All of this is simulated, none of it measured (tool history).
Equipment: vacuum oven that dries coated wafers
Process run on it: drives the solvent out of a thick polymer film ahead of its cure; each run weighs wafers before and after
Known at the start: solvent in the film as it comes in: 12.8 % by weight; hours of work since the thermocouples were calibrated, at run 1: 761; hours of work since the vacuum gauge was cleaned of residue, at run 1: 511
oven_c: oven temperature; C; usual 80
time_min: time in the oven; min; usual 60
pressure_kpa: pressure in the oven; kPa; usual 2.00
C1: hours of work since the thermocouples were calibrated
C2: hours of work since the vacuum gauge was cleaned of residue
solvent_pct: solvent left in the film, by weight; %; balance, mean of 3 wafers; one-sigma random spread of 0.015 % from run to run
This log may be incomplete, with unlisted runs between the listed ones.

Run 1, hour 0.0: usual settings; C1 761; C2 511. Result: solvent_pct 2.56 %.
Run 2, hour 77.3: usual settings; C1 821; C2 570. Result: solvent_pct 2.53 %.
At hour 130.6: oven's thermocouples calibrated.
Run 3, hour 141.6: usual settings but time_min 88 min; C1 8; C2 619. Result: solvent_pct 1.74 %.
Run 4, hour 224.4: usual settings but time_min 88 min; C1 72; C2 683. Result: solvent_pct 1.73 %.
Run 5, hour 302.1: usual settings but oven_c 67 C; C1 132; C2 743. Result: solvent_pct 5.65 %.
Run 6, hour 359.1: usual settings but time_min 56 min; C1 176; C2 787. Result: solvent_pct 2.55 %.
Run 7, hour 443.7: usual settings but time_min 56 min; C1 242; C2 852. Result: solvent_pct 2.53 %.
Run 8, hour 501.3: usual settings but time_min 31 min; C1 286; C2 896. Result: solvent_pct 4.31 %.
At hour 550.3: oven's thermocouples calibrated, once more.
Run 9, hour 586.8: usual settings; C1 28; C2 961. Result: solvent_pct 2.84 %.
Run 10, hour 646.5: usual settings; C1 74; C2 1007. Result: solvent_pct 2.81 %.
Run 11, hour 704.7: usual settings; C1 119; C2 1052. Result: solvent_pct 2.80 %.
Run 12, hour 776.4: usual settings; C1 175; C2 1107. Result: solvent_pct 2.80 %.
Run 13, hour 825.5: usual settings; C1 213; C2 1145. Result: solvent_pct 2.79 %.
Run 14, hour 881.5: usual settings but pressure_kpa 5.93 kPa; C1 256; C2 1189. Result: solvent_pct 5.01 %.
Run 15, hour 949.4: usual settings but time_min 95 min, pressure_kpa 5.93 kPa; C1 308; C2 1241. Result: solvent_pct 4.33 %.
Run 16, hour 1017.8: usual settings but time_min 95 min, pressure_kpa 5.93 kPa; C1 361; C2 1294. Result: solvent_pct 4.33 %.
Run 17, hour 1095.9: usual settings but time_min 95 min, pressure_kpa 5.93 kPa; C1 421; C2 1354. Result: solvent_pct 4.32 %.
Run 18, hour 1179.9: usual settings but time_min 95 min, pressure_kpa 5.93 kPa; C1 486; C2 1419. Result: solvent_pct 4.31 %.
At hour 1243.3: vacuum gauge cleaned of residue and calibrated.
Run 19, hour 1259.4: usual settings but pressure_kpa 7.14 kPa; C1 547; C2 13. Result: solvent_pct 5.26 %.
Run 20, hour 1297.6: usual settings; C1 576; C2 42. Result: solvent_pct 2.42 %.
Run 21, hour 1356.8: usual settings; C1 622; C2 88. Result: solvent_pct 2.41 %.
Run 22, hour 1434.8: usual settings; C1 682; C2 148. Result: solvent_pct 2.39 %.
Run 23, hour 1498.8: usual settings but time_min 74 min; C1 731; C2 197. Result: solvent_pct 1.95 %.
Run 24, hour 1537.8: usual settings but time_min 74 min; C1 762; C2 228. Result: solvent_pct 1.96 %.
Run 25, hour 1596.7: usual settings but oven_c 94 C; C1 807; C2 273. Result: solvent_pct 0.82 %.
Run 26, hour 1657.1: usual settings but oven_c 70 C, pressure_kpa 6.32 kPa; C1 854; C2 320. Result: solvent_pct 7.71 %.
At hour 1671.8: oven's thermocouples calibrated.
Run 27, hour 1727.5: usual settings but oven_c 67 C, time_min 58 min, pressure_kpa 6.32 kPa; C1 43; C2 372. Result: solvent_pct 9.19 %.
Run 28, hour 1768.7: usual settings but oven_c 67 C, time_min 58 min, pressure_kpa 6.32 kPa; C1 75; C2 404. Result: solvent_pct 9.18 %.
Run 29, hour 1836.2: usual settings but oven_c 67 C, time_min 58 min, pressure_kpa 6.32 kPa; C1 127; C2 456. Result: solvent_pct 9.17 %.
Run 30, hour 1890.9: usual settings but oven_c 72 C, pressure_kpa 1.26 kPa; C1 169; C2 499. Result: solvent_pct 4.15 %.
Run 31, hour 1932.5: usual settings but oven_c 72 C, time_min 39 min, pressure_kpa 4.08 kPa; C1 201; C2 531. Result: solvent_pct 7.18 %.
Run 32, hour 1984.5: usual settings but time_min 43 min, pressure_kpa 1.63 kPa; C1 241; C2 571. Result: solvent_pct 3.41 %.
Run 33, hour 2050.1: usual settings but oven_c 74 C, time_min 97 min; C1 292; C2 622. Result: solvent_pct 2.79 %.
Run 34, hour 2112.9: usual settings but oven_c 74 C, time_min 97 min; C1 341; C2 670. Result: solvent_pct 2.79 %.

Run 35, settings as shown, results not yet in. Your forecast:
Run 35, hour 2195.7: usual settings but oven_c 88 C, time_min 92 min; C1 405; C2 734. Result: solvent_pct ?.

solvent_pct: 1.09 %
With the hidden condition absent and the run-to-run variation left alone, this run would have shown solvent_pct 1.02 %.
